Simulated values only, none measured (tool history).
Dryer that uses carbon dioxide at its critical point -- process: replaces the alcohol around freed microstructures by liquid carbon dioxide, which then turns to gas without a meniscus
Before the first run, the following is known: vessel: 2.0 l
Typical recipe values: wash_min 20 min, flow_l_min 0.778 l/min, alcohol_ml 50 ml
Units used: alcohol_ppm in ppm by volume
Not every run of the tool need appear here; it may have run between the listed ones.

{"run": 1, "hour": 0.0, "wash_min": 20, "flow_l_min": 0.778, "alcohol_ml": 50, "alcohol_ppm": 120}
{"run": 2, "hour": 7.2, "wash_min": 20, "flow_l_min": 0.778, "alcohol_ml": 50, "alcohol_ppm": 119}
{"run": 3, "hour": 15.5, "wash_min": 20, "flow_l_min": 0.778, "alcohol_ml": 50, "alcohol_ppm": 115}
{"run": 4, "hour": 29.8, "wash_min": 20, "flow_l_min": 0.778, "alcohol_ml": 50, "alcohol_ppm": 121}
{"run": 5, "hour": 46.1, "wash_min": 20, "flow_l_min": 0.778, "alcohol_ml": 50, "alcohol_ppm": 129}
{"run": 6, "hour": 58.6, "wash_min": 20, "flow_l_min": 0.778, "alcohol_ml": 50, "alcohol_ppm": 120}
{"run": 7, "hour": 71.1, "wash_min": 20, "flow_l_min": 0.545, "alcohol_ml": 50, "alcohol_ppm": 519}
{"run": 8, "hour": 82.9, "wash_min": 20, "flow_l_min": 0.778, "alcohol_ml": 53, "alcohol_ppm": 129}
{"run": 9, "hour": 90.2, "wash_min": 15, "flow_l_min": 0.778, "alcohol_ml": 46, "alcohol_ppm": 409}
{"run": 10, "hour": 105.8, "wash_min": 18, "flow_l_min": 1.244, "alcohol_ml": 53, "alcohol_ppm": 40}
{"run": 11, "hour": 120.7, "wash_min": 18, "flow_l_min": 0.517, "alcohol_ml": 69, "alcohol_ppm": 1280}
{"run": 12, "hour": 131.4, "wash_min": 18, "flow_l_min": 0.517, "alcohol_ml": 69, "alcohol_ppm": 1313}
{"run": 13, "hour": 141.1, "wash_min": 17, "flow_l_min": 0.778, "alcohol_ml": 51, "alcohol_ppm": 280}
{"run": 14, "hour": 152.8, "wash_min": 17, "flow_l_min": 1.265, "alcohol_ml": 59, "alcohol_ppm": 53}
{"run": 15, "hour": 164.7, "wash_min": 20, "flow_l_min": 1.012, "alcohol_ml": 45, "alcohol_ppm": 55}
{"run": 16, "hour": 180.6, "wash_min": 13, "flow_l_min": 0.895, "alcohol_ml": 36, "alcohol_ppm": 380}

Below are 5 alternative next runs, each starting from the tool's condition after run 16. Predict each:
{"run": "A", "hour": 187.6, "wash_min": 19, "flow_l_min": 0.778, "alcohol_ml": 105, "alcohol_ppm": "?"}
{"run": "B", "hour": 187.6, "wash_min": 14, "flow_l_min": 0.778, "alcohol_ml": 50, "alcohol_ppm": "?"}
{"run": "C", "hour": 187.6, "wash_min": 13, "flow_l_min": 0.634, "alcohol_ml": 36, "alcohol_ppm": "?"}
{"run": "D", "hour": 187.6, "wash_min": 16, "flow_l_min": 0.523, "alcohol_ml": 71, "alcohol_ppm": "?"}
{"run": "E", "hour": 187.6, "wash_min": 14, "flow_l_min": 1.155, "alcohol_ml": 52, "alcohol_ppm": "?"}

run=A alcohol_ppm=346
run=B alcohol_ppm=624
run=C alcohol_ppm=1055
run=D alcohol_ppm=1933
run=E alcohol_ppm=141
Without the tool's hidden state the same runs would have given:
run=A alcohol_ppm=265
run=B alcohol_ppm=520
run=C alcohol_ppm=924
run=D alcohol_ppm=1708
run=E alcohol_ppm=94

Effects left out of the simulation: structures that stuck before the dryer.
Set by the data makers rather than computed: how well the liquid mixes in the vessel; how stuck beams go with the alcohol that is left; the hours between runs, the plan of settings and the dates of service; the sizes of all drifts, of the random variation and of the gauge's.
